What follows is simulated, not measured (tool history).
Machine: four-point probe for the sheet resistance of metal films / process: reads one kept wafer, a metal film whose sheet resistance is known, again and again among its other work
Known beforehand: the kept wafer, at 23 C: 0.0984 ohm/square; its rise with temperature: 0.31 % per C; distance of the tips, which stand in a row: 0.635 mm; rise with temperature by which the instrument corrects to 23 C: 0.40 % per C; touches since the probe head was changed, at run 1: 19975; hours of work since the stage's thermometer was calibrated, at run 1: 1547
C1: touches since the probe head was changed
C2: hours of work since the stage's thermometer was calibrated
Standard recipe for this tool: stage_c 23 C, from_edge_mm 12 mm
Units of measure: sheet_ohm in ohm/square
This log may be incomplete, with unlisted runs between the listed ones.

Run 1, hour 0.0: usual settings; C1 19975; C2 1547. Result: sheet_ohm 0.098241 ohm/square.
Run 2, hour 43.2: usual settings; C1 20598; C2 1577. Result: sheet_ohm 0.098246 ohm/square.
Run 3, hour 82.1: usual settings; C1 21160; C2 1603. Result: sheet_ohm 0.098250 ohm/square.
Run 4, hour 107.8: usual settings; C1 21531; C2 1621. Result: sheet_ohm 0.098284 ohm/square.
Run 5, hour 149.3: usual settings; C1 22129; C2 1649. Result: sheet_ohm 0.098288 ohm/square.
Run 6, hour 188.5: usual settings; C1 22695; C2 1676. Result: sheet_ohm 0.098280 ohm/square.
Run 7, hour 208.4: usual settings; C1 22982; C2 1690. Result: sheet_ohm 0.098291 ohm/square.
Run 8, hour 241.3: usual settings but stage_c 34 C; C1 23456; C2 1712. Result: sheet_ohm 0.097405 ohm/square.
Run 9, hour 272.1: usual settings but stage_c 34 C; C1 23902; C2 1734. Result: sheet_ohm 0.097368 ohm/square.
Run 10, hour 314.7: usual settings but stage_c 34 C; C1 24516; C2 1763. Result: sheet_ohm 0.097397 ohm/square.
Run 11, hour 356.9: usual settings but stage_c 34 C; C1 25125; C2 1792. Result: sheet_ohm 0.097407 ohm/square.
Run 12, hour 389.8: usual settings but stage_c 34 C; C1 25600; C2 1814. Result: sheet_ohm 0.097399 ohm/square.
Run 13, hour 433.2: usual settings but stage_c 34 C; C1 26226; C2 1844. Result: sheet_ohm 0.097407 ohm/square.
Run 14, hour 464.8: usual settings but stage_c 34 C; C1 26681; C2 1866. Result: sheet_ohm 0.097384 ohm/square.
Run 15, hour 497.7: usual settings but from_edge_mm 19 mm; C1 27157; C2 1888. Result: sheet_ohm 0.098197 ohm/square.
Run 16, hour 525.6: usual settings but from_edge_mm 19 mm; C1 27559; C2 1907. Result: sheet_ohm 0.098167 ohm/square.
Run 17, hour 550.7: usual settings but from_edge_mm 19 mm; C1 27922; C2 1924. Result: sheet_ohm 0.098175 ohm/square.
At hour 590.4: stage's thermometer calibrated.
Run 18, hour 591.6: usual settings but from_edge_mm 8 mm; C1 28505; C2 1. Result: sheet_ohm 0.098535 ohm/square.
Run 19, hour 611.9: usual settings; C1 28797; C2 15. Result: sheet_ohm 0.098371 ohm/square.
Run 20, hour 644.8: usual settings; C1 29271; C2 37. Result: sheet_ohm 0.098370 ohm/square.
Run 21, hour 665.5: usual settings but stage_c 34 C; C1 29571; C2 51. Result: sheet_ohm 0.097485 ohm/square.
Run 22, hour 683.1: usual settings but stage_c 34 C, from_edge_mm 4 mm; C1 29825; C2 64. Result: sheet_ohm 0.098653 ohm/square.
Run 23, hour 710.4: usual settings but stage_c 34 C, from_edge_mm 4 mm; C1 30219; C2 82. Result: sheet_ohm 0.098610 ohm/square.
At hour 720.5: stage's thermometer calibrated, once more.
Run 24, hour 736.8: usual settings but from_edge_mm 55 mm; C1 30593; C2 11. Result: sheet_ohm 0.097939 ohm/square.
Run 25, hour 767.6: usual settings but from_edge_mm 55 mm; C1 31037; C2 32. Result: sheet_ohm 0.097916 ohm/square.
Run 26, hour 793.9: usual settings but from_edge_mm 55 mm; C1 31417; C2 50. Result: sheet_ohm 0.097969 ohm/square.
Run 27, hour 814.4: usual settings but from_edge_mm 7 mm; C1 31712; C2 64. Result: sheet_ohm 0.098335 ohm/square.
Run 28, hour 851.8: usual settings but stage_c 30 C, from_edge_mm 7 mm; C1 32251; C2 90. Result: sheet_ohm 0.097815 ohm/square.
Run 29, hour 895.1: usual settings but stage_c 18 C, from_edge_mm 11 mm; C1 32877; C2 120. Result: sheet_ohm 0.098545 ohm/square.
Run 30, hour 935.7: usual settings but stage_c 21 C, from_edge_mm 25 mm; C1 33462; C2 147. Result: sheet_ohm 0.098122 ohm/square.
Run 31, hour 969.7: usual settings but stage_c 21 C, from_edge_mm 25 mm; C1 33953; C2 171. Result: sheet_ohm 0.098129 ohm/square.
Run 32, hour 994.1: usual settings but stage_c 28 C; C1 34305; C2 187. Result: sheet_ohm 0.097698 ohm/square.
Run 33, hour 1030.3: usual settings but stage_c 31 C, from_edge_mm 55 mm; C1 34828; C2 212. Result: sheet_ohm 0.097309 ohm/square.
Run 34, hour 1060.7: usual settings but stage_c 30 C, from_edge_mm 13 mm; C1 35266; C2 233. Result: sheet_ohm 0.097500 ohm/square.
Run 35, hour 1094.0: usual settings but stage_c 19 C, from_edge_mm 13 mm; C1 35747; C2 256. Result: sheet_ohm 0.098366 ohm/square.
Run 36, hour 1115.2: usual settings but stage_c 19 C, from_edge_mm 13 mm; C1 36053; C2 271. Result: sheet_ohm 0.098421 ohm/square.
Run 37, hour 1144.1: usual settings but stage_c 19 C, from_edge_mm 13 mm; C1 36470; C2 290. Result: sheet_ohm 0.098436 ohm/square.
Run 38, hour 1181.3: usual settings but stage_c 26 C, from_edge_mm 22 mm; C1 37006; C2 316. Result: sheet_ohm 0.097747 ohm/square.
Run 39, hour 1220.8: usual settings but stage_c 26 C, from_edge_mm 22 mm; C1 37577; C2 343. Result: sheet_ohm 0.097741 ohm/square.
Run 40, hour 1246.5: usual settings but stage_c 26 C, from_edge_mm 19 mm; C1 37948; C2 361. Result: sheet_ohm 0.097756 ohm/square.
Run 41, hour 1282.1: usual settings but from_edge_mm 16 mm; C1 38461; C2 385. Result: sheet_ohm 0.098049 ohm/square.
Run 42, hour 1301.2: usual settings but from_edge_mm 16 mm; C1 38736; C2 398. Result: sheet_ohm 0.098031 ohm/square.
Run 43, hour 1326.7: usual settings but stage_c 29 C, from_edge_mm 25 mm; C1 39105; C2 415. Result: sheet_ohm 0.097496 ohm/square.
Run 44, hour 1362.5: usual settings but from_edge_mm 8 mm; C1 39621; C2 440. Result: sheet_ohm 0.098270 ohm/square.
Run 45, hour 1383.5: usual settings but from_edge_mm 8 mm; C1 39925; C2 454. Result: sheet_ohm 0.098268 ohm/square.

Take each entry between the runs: how does the hidden state at the last listed run before it differ from the hidden state at the first listed run after it?
Run 17 -> run 18: stage's thermometer calibrated (hour 590.4)
  inner tips' distance over the nominal, %: -0.409 -> -0.411; tips' flats over new ones', %: 19 -> 20; wafer's true temperature over the reading, C: 0.48 -> 0.8
  the result without the hidden state subtracted from the measured one, sheet_ohm: -0.000288 -> -0.000193 ohm/square
Run 23 -> run 24: stage's thermometer calibrated, once more (hour 720.5)
  inner tips' distance over the nominal, %: -0.415 -> -0.416; wafer's true temperature over the reading, C: 0.82 -> -0.06
  the result without the hidden state subtracted from the measured one, sheet_ohm: -0.000201 -> -0.000460 ohm/square
